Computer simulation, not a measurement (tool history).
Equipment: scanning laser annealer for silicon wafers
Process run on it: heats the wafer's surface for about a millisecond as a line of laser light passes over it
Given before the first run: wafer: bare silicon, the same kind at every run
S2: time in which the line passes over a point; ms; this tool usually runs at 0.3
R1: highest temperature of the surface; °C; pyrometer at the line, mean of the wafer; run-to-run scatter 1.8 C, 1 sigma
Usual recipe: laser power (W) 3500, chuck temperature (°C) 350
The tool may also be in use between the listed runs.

Run 1, hour 0: usual settings. Result: R1 1044 °C.
Run 2, hour 9.2: usual settings. Result: R1 1043 °C.
Run 3, hour 16.9: usual settings but laser power (W) 3246. Result: R1 978 °C.
Run 4, hour 22.3: usual settings but laser power (W) 3246. Result: R1 974 °C.
Run 5, hour 27.3: usual settings but S2 0.298 ms. Result: R1 1042 °C.
Run 6, hour 32: usual settings but S2 0.298 ms. Result: R1 1041 °C.
Run 7, hour 40.6: usual settings but S2 0.298 ms. Result: R1 1038 °C.
Run 8, hour 46.9: usual settings but laser power (W) 3057. Result: R1 926 °C.
Run 9, hour 54.1: usual settings. Result: R1 1043 °C.
Run 10, hour 64.2: usual settings but chuck temperature (°C) 366. Result: R1 1059 °C.
Run 11, hour 70.6: usual settings but laser power (W) 3752. Result: R1 1107 °C.
Run 12, hour 75.8: usual settings but laser power (W) 3752, S2 0.314 ms. Result: R1 1123 °C.
Run 13, hour 87.2: usual settings but laser power (W) 3752, S2 0.314 ms. Result: R1 1122 °C.
Run 14, hour 92.5: usual settings but laser power (W) 3752, S2 0.314 ms. Result: R1 1121 °C.
Run 15, hour 104.1: usual settings but laser power (W) 3752, S2 0.314 ms. Result: R1 1121 °C.
Run 16, hour 111.9: usual settings but laser power (W) 3752, S2 0.314 ms. Result: R1 1122 °C.
Run 17, hour 118.5: usual settings but chuck temperature (°C) 318. Result: R1 1010 °C.
Run 18, hour 125.6: usual settings but chuck temperature (°C) 365. Result: R1 1056 °C.
Run 19, hour 132.6: usual settings but S2 0.218 ms. Result: R1 946 °C.
Run 20, hour 140.7: usual settings. Result: R1 1038 °C.
Run 21, hour 147.1: usual settings. Result: R1 1037 °C.
At hour 150.8: laser's power meter calibrated.
Run 22, hour 158.4: usual settings. Result: R1 1041 °C.
Run 23, hour 163.3: usual settings but S2 0.346 ms, chuck temperature (°C) 332. Result: R1 1064 °C.
Run 24, hour 170.6: usual settings but chuck temperature (°C) 318. Result: R1 1008 °C.
Run 25, hour 182.2: usual settings but laser power (W) 3052. Result: R1 922 °C.
Run 26, hour 190.7: usual settings but laser power (W) 3168, S2 0.361 ms, chuck temperature (°C) 358. Result: R1 1014 °C.
At hour 196: laser's power meter calibrated, once more.
Run 27, hour 202.8: usual settings but laser power (W) 3168, S2 0.361 ms, chuck temperature (°C) 358. Result: R1 1004 °C.
Run 28, hour 208.7: usual settings but laser power (W) 3153, S2 0.285 ms, chuck temperature (°C) 347. Result: R1 932 °C.
Run 29, hour 217.7: usual settings but S2 0.211 ms. Result: R1 938 °C.
Run 30, hour 223.4: usual settings but S2 0.211 ms. Result: R1 937 °C.
Run 31, hour 234.4: usual settings but laser power (W) 3170, S2 0.27 ms, chuck temperature (°C) 311. Result: R1 883 °C.
Run 32, hour 241.6: usual settings but laser power (W) 2981, S2 0.249 ms, chuck temperature (°C) 315. Result: R1 822 °C.
Run 33, hour 252.7: usual settings but laser power (W) 2981, S2 0.249 ms, chuck temperature (°C) 370. Result: R1 879 °C.
Run 34, hour 261: usual settings but laser power (W) 2981, S2 0.249 ms, chuck temperature (°C) 370. Result: R1 878 °C.
Run 35, hour 266: usual settings but laser power (W) 2981, S2 0.291 ms, chuck temperature (°C) 370. Result: R1 914 °C.
Run 36, hour 274.7: usual settings but laser power (W) 3828, S2 0.237 ms, chuck temperature (°C) 327. Result: R1 1019 °C.
Run 37, hour 286.1: usual settings but laser power (W) 3354, S2 0.237 ms, chuck temperature (°C) 377. Result: R1 960 °C.
Run 38, hour 295: usual settings but laser power (W) 3739. Result: R1 1093 °C.
At hour 305.4: window over the wafer cleaned.
Run 39, hour 307.4: usual settings but laser power (W) 3713, S2 0.307 ms, chuck temperature (°C) 339. Result: R1 1116 °C.
Run 40, hour 314: usual settings but laser power (W) 3713, S2 0.307 ms, chuck temperature (°C) 339. Result: R1 1116 °C.
Run 41, hour 325.3: usual settings but laser power (W) 3713, S2 0.292 ms, chuck temperature (°C) 324. Result: R1 1086 °C.

Forecast each of these 3 alternatives for the next run:
Run A, hour 335.2: usual settings but laser power (W) 3185. Result: R1 ?.
Run B, hour 335.2: usual settings but laser power (W) 3339, S2 0.234 ms, chuck temperature (°C) 339. Result: R1 ?.
Run C, hour 335.2: usual settings but laser power (W) 3426, S2 0.292 ms, chuck temperature (°C) 324. Result: R1 ?.

run    R1
  A   976
  B   936
  C  1002
With no hidden state in the tool, these same runs would have given:
run    R1
  A   983
  B   943
  C  1010
